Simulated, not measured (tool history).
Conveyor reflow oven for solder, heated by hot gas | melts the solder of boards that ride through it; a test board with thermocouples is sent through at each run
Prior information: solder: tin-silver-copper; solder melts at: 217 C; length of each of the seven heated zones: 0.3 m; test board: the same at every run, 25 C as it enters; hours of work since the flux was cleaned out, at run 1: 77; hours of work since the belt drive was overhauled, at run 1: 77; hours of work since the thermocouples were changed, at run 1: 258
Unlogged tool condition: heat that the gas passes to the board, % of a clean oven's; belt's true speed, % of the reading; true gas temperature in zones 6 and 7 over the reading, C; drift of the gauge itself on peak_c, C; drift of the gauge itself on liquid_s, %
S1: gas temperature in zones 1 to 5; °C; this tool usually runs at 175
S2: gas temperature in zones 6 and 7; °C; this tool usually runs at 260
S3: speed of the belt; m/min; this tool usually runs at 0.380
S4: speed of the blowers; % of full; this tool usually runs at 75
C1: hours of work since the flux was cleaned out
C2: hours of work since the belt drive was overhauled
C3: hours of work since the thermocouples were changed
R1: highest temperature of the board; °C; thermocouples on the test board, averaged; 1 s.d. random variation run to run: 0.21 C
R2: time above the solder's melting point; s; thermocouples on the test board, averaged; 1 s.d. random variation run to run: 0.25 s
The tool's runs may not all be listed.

run,day,S1,S2,S3,S4,C1,C2,C3,R1,R2
1,0.000,175,260,0.380,75,77,77,258,248.9,69.9
2,0.896,175,260,0.380,75,90,90,271,249.2,70.2
3,1.892,175,260,0.380,53,105,105,285,242.5,60.0
4,3.008,175,260,0.380,53,121,121,301,242.5,60.5
5,4.446,175,260,0.380,53,142,142,322,242.7,60.0
6,5.558,175,260,0.380,53,158,158,338,242.8,60.2
7,6.271,175,260,0.380,53,168,168,349,242.5,60.3
8,7.012,175,260,0.421,75,179,179,360,246.3,59.5
9,7.633,175,260,0.380,75,188,188,369,249.8,70.1
10,8.771,175,267,0.380,75,205,205,385,255.4,74.9
11,9.771,175,267,0.341,75,219,219,400,257.9,86.7
12,11.162,175,255,0.380,86,240,240,420,246.9,69.0
13,12.329,176,255,0.456,86,257,257,437,242.4,52.0
14,12.962,176,255,0.456,86,266,266,446,242.6,51.9
15,13.742,185,255,0.456,86,277,277,458,244.1,57.6
16,15.192,185,255,0.456,86,298,298,479,244.1,57.8
17,15.933,185,255,0.450,86,309,309,490,244.0,58.8
18,16.804,185,255,0.450,86,322,322,502,244.4,58.5
19,18.121,185,255,0.450,86,341,341,521,244.2,59.3

Alternative continuations, all from the tool just after run 19; predict every row:
# day 18.867: flux residue cleaned out of gas plates and filters
A,19.004,185,255,0.450,60,2,351,531,?,?
# day 18.867: flux residue cleaned out of gas plates and filters
B,19.004,185,255,0.450,64,2,351,531,?,?
# day 18.867: flux residue cleaned out of gas plates and filters
C,19.004,175,273,0.370,82,2,351,531,?,?
# day 18.867: flux residue cleaned out of gas plates and filters
D,19.004,180,260,0.380,86,2,351,531,?,?

run,R1,R2
A,238.5,50.4
B,240.5,52.3
C,264.3,83.5
D,253.0,76.8
Had the tool no hidden state, the same runs would have come out as:
run,R1,R2
A,237.6,49.1
B,239.5,51.1
C,263.2,82.5
D,251.9,75.8
